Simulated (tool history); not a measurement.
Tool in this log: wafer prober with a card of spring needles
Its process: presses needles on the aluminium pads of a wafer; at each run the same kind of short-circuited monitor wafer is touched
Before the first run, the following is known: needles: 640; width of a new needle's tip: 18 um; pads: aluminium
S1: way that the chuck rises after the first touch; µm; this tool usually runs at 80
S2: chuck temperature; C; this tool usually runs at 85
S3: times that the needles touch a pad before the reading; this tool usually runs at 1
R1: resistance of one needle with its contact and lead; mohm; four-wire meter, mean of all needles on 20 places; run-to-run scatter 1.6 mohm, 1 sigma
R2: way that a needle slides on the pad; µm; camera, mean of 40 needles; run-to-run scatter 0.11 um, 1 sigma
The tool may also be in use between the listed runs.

run   hour  S1   S2  S3   R1     R2
  1      0  80   85   1  246   18.5
       4.9  -- tips cleaned on abrasive film
      11.4  -- tips cleaned on abrasive film
      19.6  -- tips cleaned on abrasive film
      27.7  -- tips cleaned on abrasive film
  2   30.2  80   85   1  249  18.36
      35.1  -- tips cleaned on abrasive film
      41.6  -- tips cleaned on abrasive film
      49.7  -- tips cleaned on abrasive film
  3   55.9  80   85   1  256  18.22
      57.6  -- tips cleaned on abrasive film
      65.7  -- tips cleaned on abrasive film
      73.8  -- tips cleaned on abrasive film
      80.3  -- tips cleaned on abrasive film
  4     86  80  110   1  263  18.36
      87.7  -- tips cleaned on abrasive film
      95.8  -- tips cleaned on abrasive film
     103.9  -- tips cleaned on abrasive film
  5  110.2  80  110   1  264  18.04
     111.9  -- tips cleaned on abrasive film
     118.4  -- tips cleaned on abrasive film
     126.5  -- tips cleaned on abrasive film
     133.1  -- tips cleaned on abrasive film
  6    134  80   72   1  245  18.05
     140.5  -- tips cleaned on abrasive film
     148.6  -- tips cleaned on abrasive film
     156.7  -- tips cleaned on abrasive film
  7  157.6  80   72   1  244  17.88
     164.1  -- tips cleaned on abrasive film
     172.2  -- tips cleaned on abrasive film
     178.7  -- tips cleaned on abrasive film
     186.8  -- tips cleaned on abrasive film
     193.3  -- tips cleaned on abrasive film
  8  198.8  80   72   1  251  17.87
     200.5  -- tips cleaned on abrasive film
       207  -- tips cleaned on abrasive film
     213.5  -- tips cleaned on abrasive film
     221.6  -- tips cleaned on abrasive film
     229.7  -- tips cleaned on abrasive film
  9  232.1  80   72   1  246  17.78
       237  -- tips cleaned on abrasive film
     243.5  -- tips cleaned on abrasive film
     251.6  -- tips cleaned on abrasive film
 10  254.9  80   72   1  250  17.61
     258.1  -- tips cleaned on abrasive film
     266.2  -- tips cleaned on abrasive film
     272.8  -- tips cleaned on abrasive film
     279.3  -- tips cleaned on abrasive film
 11  282.2  80   72   1  250  17.54
     287.1  -- tips cleaned on abrasive film
     293.6  -- tips cleaned on abrasive film
     300.1  -- tips cleaned on abrasive film
     306.6  -- tips cleaned on abrasive film
     313.1  -- tips cleaned on abrasive film
       321  -- tips cleaned on abrasive film
 12    321  80   25   1  228  17.54
     327.6  -- tips cleaned on abrasive film
     334.1  -- tips cleaned on abrasive film
     340.6  -- tips cleaned on abrasive film
     348.7  -- tips cleaned on abrasive film
     355.4  -- tips cleaned on abrasive film
 13  355.4  80   25   1  229  17.41
     363.5  -- tips cleaned on abrasive film
     371.6  -- tips cleaned on abrasive film
     378.1  -- tips cleaned on abrasive film
     384.6  -- tips cleaned on abrasive film
     392.1  -- tips cleaned on abrasive film
 14  392.1  65   27   2  235  13.67
     400.2  -- tips cleaned on abrasive film
     408.3  -- tips cleaned on abrasive film
 15  410.2  65   40   1  246  13.43
     415.2  -- tips cleaned on abrasive film
     421.7  -- tips cleaned on abrasive film
     429.8  -- tips cleaned on abrasive film
     436.3  -- tips cleaned on abrasive film
     444.4  -- tips cleaned on abrasive film
 16  447.7  93   85   2  247     20
       451  -- tips cleaned on abrasive film
     459.1  -- tips cleaned on abrasive film
     467.2  -- tips cleaned on abrasive film
     473.7  -- tips cleaned on abrasive film
     480.2  -- tips cleaned on abrasive film
 17  484.7  77   51   1  255  16.19
       488  -- tips cleaned on abrasive film
     494.5  -- tips cleaned on abrasive film
     494.8  -- height of the first contact set anew
     502.9  -- tips cleaned on abrasive film
       511  -- tips cleaned on abrasive film
     517.5  -- tips cleaned on abrasive film
       524  -- tips cleaned on abrasive film
 18  524.1  77   51   1  235  18.32
     530.6  -- tips cleaned on abrasive film
     537.1  -- tips cleaned on abrasive film
     545.2  -- tips cleaned on abrasive film
 19  546.9  84   85   2  246  19.82
     551.8  -- tips cleaned on abrasive film
     559.9  -- tips cleaned on abrasive film
       568  -- tips cleaned on abrasive film
     574.5  -- tips cleaned on abrasive film
 20  579.9  84   85   3  244  20.08
     581.6  -- tips cleaned on abrasive film
     588.1  -- tips cleaned on abrasive film
     594.6  -- tips cleaned on abrasive film
     602.7  -- tips cleaned on abrasive film
     609.2  -- tips cleaned on abrasive film
 21  609.6  67   67   1  246  15.76
     616.1  -- tips cleaned on abrasive film
     624.2  -- tips cleaned on abrasive film
     630.7  -- tips cleaned on abrasive film
     637.2  -- tips cleaned on abrasive film
     643.8  -- tips cleaned on abrasive film
 22  644.7  61   68   1  250  14.15
     651.2  -- tips cleaned on abrasive film
     657.7  -- tips cleaned on abrasive film
     664.2  -- tips cleaned on abrasive film
     672.3  -- tips cleaned on abrasive film
     680.4  -- tips cleaned on abrasive film
     686.9  -- tips cleaned on abrasive film
 23  687.1  61   68   1  250  13.98
     693.6  -- tips cleaned on abrasive film
     700.1  -- tips cleaned on abrasive film
     706.6  -- tips cleaned on abrasive film
 24  712.4  61   68   1  270  13.99
     714.1  -- tips cleaned on abrasive film
     722.2  -- tips cleaned on abrasive film
     728.7  -- tips cleaned on abrasive film
 25    733  80   82   1  255  18.52

Predict each of these 3 candidate next runs independently; none follows another, all start after run 25:
     736.3  -- tips cleaned on abrasive film
     744.4  -- tips cleaned on abrasive film
     752.5  -- tips cleaned on abrasive film
       759  -- tips cleaned on abrasive film
  A  759.5  69  27   3   ?   ?
     736.3  -- tips cleaned on abrasive film
     744.4  -- tips cleaned on abrasive film
     752.5  -- tips cleaned on abrasive film
       759  -- tips cleaned on abrasive film
  B  759.5  80  93   1   ?   ?
     736.3  -- tips cleaned on abrasive film
     744.4  -- tips cleaned on abrasive film
     752.5  -- tips cleaned on abrasive film
       759  -- tips cleaned on abrasive film
  C  759.5  83  54   3   ?   ?

run   R1     R2
  A  233  15.82
  B  249   18.2
  C  235   19.2
With the hidden condition removed and each run's random variation left untouched, the same runs would have given:
run   R1     R2
  A  222  16.73
  B  236   19.1
  C  226  20.11
